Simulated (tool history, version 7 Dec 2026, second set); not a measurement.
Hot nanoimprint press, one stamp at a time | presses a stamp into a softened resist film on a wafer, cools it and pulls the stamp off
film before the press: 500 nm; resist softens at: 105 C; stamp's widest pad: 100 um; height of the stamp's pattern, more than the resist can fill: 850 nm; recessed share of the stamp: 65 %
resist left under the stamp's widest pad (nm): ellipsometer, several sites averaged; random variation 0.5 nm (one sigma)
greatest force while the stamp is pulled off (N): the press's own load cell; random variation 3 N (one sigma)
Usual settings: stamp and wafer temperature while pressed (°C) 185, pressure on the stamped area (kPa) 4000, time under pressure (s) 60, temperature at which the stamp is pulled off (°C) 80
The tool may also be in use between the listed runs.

run   hour  stamp and wafer temperature while pressed (°C)  pressure on the stamped area (kPa)  time under pressure (s)  temperature at which the stamp is pulled off (°C)  resist left under the stamp's widest pad (nm)  greatest force while the stamp is pulled off (N)
  1      0                                             185                                4000                       60                                                 80                                          207.4                                               199
  2   16.5                                             181                                4000                       60                                                 80                                          239.7                                               189
  3   31.9                                             185                                4860                       60                                                 80                                          189.6                                               197
  4   45.7                                             185                                4860                       60                                                 80                                          189.1                                               190
  5   54.7                                             185                                4860                       60                                                 80                                          189.6                                               196
  6   74.6                                             185                                4860                       60                                                 80                                          188.9                                               191
  7   86.8                                             185                                4860                       60                                                 80                                          190.6                                               191
  8  105.8                                             192                                4000                       60                                                 80                                          165.7                                               198
  9  123.6                                             192                                5170                       60                                                 80                                          143.6                                               196
 10  135.5                                             192                                5170                       60                                                 80                                          143.7                                               197
 11  150.9                                             192                                5170                       60                                                 80                                          144.7                                               195
 12    170                                             192                                5170                       60                                                 80                                          144.7                                               192
 13    188                                             185                                4000                       60                                                 80                                          210.1                                               191
 14  196.2                                             185                                4000                       60                                                 80                                          210.1                                               200
 15  213.6                                             185                                4000                       60                                                 80                                          210.7                                               191
 16  232.4                                             185                                4000                       60                                                 80                                          210.9                                               195
 17  250.6                                             176                                3850                       74                                                 71                                          272.6                                               227
 18  270.2                                             185                                4760                       60                                                 80                                          193.6                                               201
 19  284.1                                             193                                4280                       36                                                 69                                          190.5                                               234
 20  302.4                                             184                                5780                       36                                                 69                                          221.4                                               232
 21  312.4                                             184                                5780                       36                                                 69                                          220.1                                               243
 22  328.6                                             184                                5780                       36                                                 69                                          221.6                                               234
 23  338.3                                             192                                2760                       41                                                 80                                          233.4                                               199
 24    356                                             174                                2510                       90                                                 80                                          328.2                                               196
 25  367.8                                             174                                2510                       90                                                 80                                          328.8                                               192
 26  384.3                                             182                                2510                       90                                                 87                                          253.9                                               169
     387.2  -- gauge calibrated
 27  398.1                                             182                                2510                       90                                                 87                                          248.2                                               165
 28  414.4                                             185                                5100                       58                                                 73                                            187                                               227
 29  431.3                                             192                                6340                       52                                                 83                                          136.1                                               187

Forecast each of these 5 alternatives for the next run:
  A  449.7                                             192                                3130                       52                                                 83                                              ?                                                 ?
  B  449.7                                             185                                4000                       60                                                 66                                              ?                                                 ?
  C  449.7                                             185                                2880                       85                                                 74                                              ?                                                 ?
  D  449.7                                             192                                2760                      113                                                 75                                              ?                                                 ?
  E  449.7                                             192                                2450                       52                                                 76                                              ?                                                 ?

run  resist left under the stamp's widest pad (nm)  greatest force while the stamp is pulled off (N)
  A                                          198.3                                               180
  B                                          208.2                                               258
  C                                          216.5                                               218
  D                                          155.5                                               217
  E                                          222.3                                               213
Without the tool's hidden state the same runs would have given:
run  resist left under the stamp's widest pad (nm)  greatest force while the stamp is pulled off (N)
  A                                          197.7                                               179
  B                                          207.6                                               256
  C                                            216                                               216
  D                                          155.1                                               216
  E                                          221.7                                               211

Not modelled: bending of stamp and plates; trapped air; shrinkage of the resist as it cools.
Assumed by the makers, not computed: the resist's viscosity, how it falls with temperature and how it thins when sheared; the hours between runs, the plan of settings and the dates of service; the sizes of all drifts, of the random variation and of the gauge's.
